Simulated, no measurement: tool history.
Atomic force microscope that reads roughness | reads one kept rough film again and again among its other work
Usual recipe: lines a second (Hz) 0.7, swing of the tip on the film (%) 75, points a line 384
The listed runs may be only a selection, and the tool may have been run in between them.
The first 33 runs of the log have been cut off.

run	hour	lines a second (Hz)	swing of the tip on the film (%)	points a line	pictures with this tip	hours of work since the height scale was calibrated	roughness of the kept film (nm (root mean square))
34	2013.4	2.183	74	1002	275	40	3.869
# hour 2042.2: new tip fitted
35	2071.4	1.288	66	809	39	73	4.301
36	2105.5	0.504	73	776	85	93	4.367
37	2156.7	0.7	64	384	154	123	4.355
38	2192.6	0.7	68	274	203	144	4.289
39	2272.3	0.586	87	660	310	190	4.099
# hour 2280.5: new tip fitted
40	2332.7	0.586	87	660	70	225	4.227
41	2375.3	0.586	87	660	128	250	4.2
42	2415.3	1.633	57	432	182	273	4.295
43	2475.9	2.082	75	385	264	308	3.852
# hour 2513.3: new tip fitted
44	2550	3.534	64	549	49	351	4.007
45	2629.4	3.534	64	549	156	398	3.957

3 ways to go on from here, each from the tool as it stands after run 45. What would each give?
A	2667.3	0.969	75	372	208	420	?
B	2667.3	3.534	64	472	208	420	?
C	2667.3	0.586	64	429	208	420	?

run	roughness of the kept film (nm (root mean square))
A	4.169
B	3.957
C	4.354
Stripped of hidden state, with their random variation kept, the same runs would have yielded:
run	roughness of the kept film (nm (root mean square))
A	4.266
B	4.049
C	4.455

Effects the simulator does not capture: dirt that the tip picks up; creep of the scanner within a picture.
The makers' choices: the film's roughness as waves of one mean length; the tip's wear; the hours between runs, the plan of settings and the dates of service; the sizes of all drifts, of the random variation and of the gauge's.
